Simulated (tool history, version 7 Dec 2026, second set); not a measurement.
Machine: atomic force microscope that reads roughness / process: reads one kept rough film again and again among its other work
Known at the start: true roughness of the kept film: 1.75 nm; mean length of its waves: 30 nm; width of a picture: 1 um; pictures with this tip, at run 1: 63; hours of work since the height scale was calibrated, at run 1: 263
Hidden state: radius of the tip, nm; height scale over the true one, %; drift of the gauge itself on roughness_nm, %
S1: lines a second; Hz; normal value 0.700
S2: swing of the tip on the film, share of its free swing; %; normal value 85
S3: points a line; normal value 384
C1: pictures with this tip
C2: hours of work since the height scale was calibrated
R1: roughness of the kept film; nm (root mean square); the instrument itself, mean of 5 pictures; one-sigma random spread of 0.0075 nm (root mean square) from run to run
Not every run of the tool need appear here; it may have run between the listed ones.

Run 1, hour 0.0: usual settings; C1 63; C2 263. Result: R1 1.548 nm (root mean square).
Run 2, hour 9.6: usual settings; C1 80; C2 268. Result: R1 1.530 nm (root mean square).
Run 3, hour 19.1: usual settings; C1 97; C2 273. Result: R1 1.514 nm (root mean square).
Run 4, hour 37.2: usual settings but S1 1.568 Hz; C1 128; C2 283. Result: R1 1.422 nm (root mean square).
Run 5, hour 51.5: usual settings but S1 1.568 Hz; C1 153; C2 290. Result: R1 1.415 nm (root mean square).
Run 6, hour 62.8: usual settings; C1 173; C2 296. Result: R1 1.475 nm (root mean square).
At hour 68.1: new tip fitted.
Run 7, hour 81.5: usual settings; C1 23; C2 306. Result: R1 1.568 nm (root mean square).
Run 8, hour 92.5: usual settings; C1 42; C2 312. Result: R1 1.546 nm (root mean square).
Run 9, hour 100.9: usual settings; C1 57; C2 316. Result: R1 1.541 nm (root mean square).
Run 10, hour 118.0: usual settings; C1 86; C2 325. Result: R1 1.513 nm (root mean square).
Run 11, hour 134.9: usual settings; C1 116; C2 334. Result: R1 1.510 nm (root mean square).
Run 12, hour 150.2: usual settings; C1 142; C2 343. Result: R1 1.498 nm (root mean square).
Run 13, hour 164.6: usual settings; C1 167; C2 350. Result: R1 1.479 nm (root mean square).
At hour 173.2: new tip fitted.
Run 14, hour 181.5: usual settings; C1 15; C2 359. Result: R1 1.572 nm (root mean square).
Run 15, hour 196.2: usual settings but S2 84 %; C1 40; C2 367. Result: R1 1.568 nm (root mean square).
Run 16, hour 210.1: usual settings but S1 2.673 Hz, S2 67 %, S3 402; C1 64; C2 374. Result: R1 1.509 nm (root mean square).
Run 17, hour 224.3: usual settings but S1 2.973 Hz, S2 74 %, S3 804; C1 89; C2 382. Result: R1 1.448 nm (root mean square).
Run 18, hour 240.3: usual settings but S1 2.973 Hz, S2 74 %, S3 804; C1 117; C2 390. Result: R1 1.428 nm (root mean square).
Run 19, hour 254.4: usual settings but S1 2.973 Hz, S2 55 %, S3 723; C1 141; C2 398. Result: R1 1.519 nm (root mean square).
Run 20, hour 268.9: usual settings but S1 2.973 Hz, S2 55 %, S3 723; C1 166; C2 406. Result: R1 1.494 nm (root mean square).
At hour 277.5: new tip fitted.
Run 21, hour 286.3: usual settings but S1 2.973 Hz, S2 55 %, S3 723; C1 16; C2 415. Result: R1 1.591 nm (root mean square).
Run 22, hour 295.2: usual settings but S1 3.116 Hz, S3 607; C1 31; C2 419. Result: R1 1.384 nm (root mean square).
Run 23, hour 305.6: usual settings but S1 3.993 Hz, S3 727; C1 49; C2 425. Result: R1 1.318 nm (root mean square).
Run 24, hour 317.6: usual settings but S1 3.993 Hz, S3 727; C1 70; C2 431. Result: R1 1.312 nm (root mean square).
Run 25, hour 332.9: usual settings but S2 68 %, S3 590; C1 96; C2 439. Result: R1 1.562 nm (root mean square).
Run 26, hour 341.5: usual settings but S1 3.279 Hz, S3 965; C1 111; C2 444. Result: R1 1.321 nm (root mean square).
Run 27, hour 350.5: usual settings but S1 1.009 Hz, S3 439; C1 127; C2 449. Result: R1 1.477 nm (root mean square).
Run 28, hour 365.0: usual settings but S1 1.465 Hz, S2 68 %, S3 627; C1 152; C2 456. Result: R1 1.501 nm (root mean square).
At hour 381.3: new tip fitted.
Run 29, hour 381.3: usual settings but S2 73 %, S3 874; C1 0; C2 465. Result: R1 1.621 nm (root mean square).
Run 30, hour 397.9: usual settings but S1 0.616 Hz, S3 807; C1 28; C2 474. Result: R1 1.575 nm (root mean square).

Predict each of these 4 candidate next runs independently; none follows another, all start after run 30:
Run A, hour 413.3: usual settings but S1 1.100 Hz, S2 76 %, S3 864; C1 55; C2 482. Result: R1 ?.
Run B, hour 413.3: usual settings but S1 1.421 Hz, S2 79 %, S3 569; C1 55; C2 482. Result: R1 ?.
Run C, hour 413.3: usual settings but S1 1.981 Hz, S3 807; C1 55; C2 482. Result: R1 ?.
Run D, hour 413.3: usual settings but S1 1.365 Hz, S2 68 %; C1 55; C2 482. Result: R1 ?.

run     R1
  A  1.558
  B  1.520
  C  1.451
  D  1.558
Without the tool's hidden state the same runs would have given:
run     R1
  A  1.598
  B  1.559
  C  1.488
  D  1.598
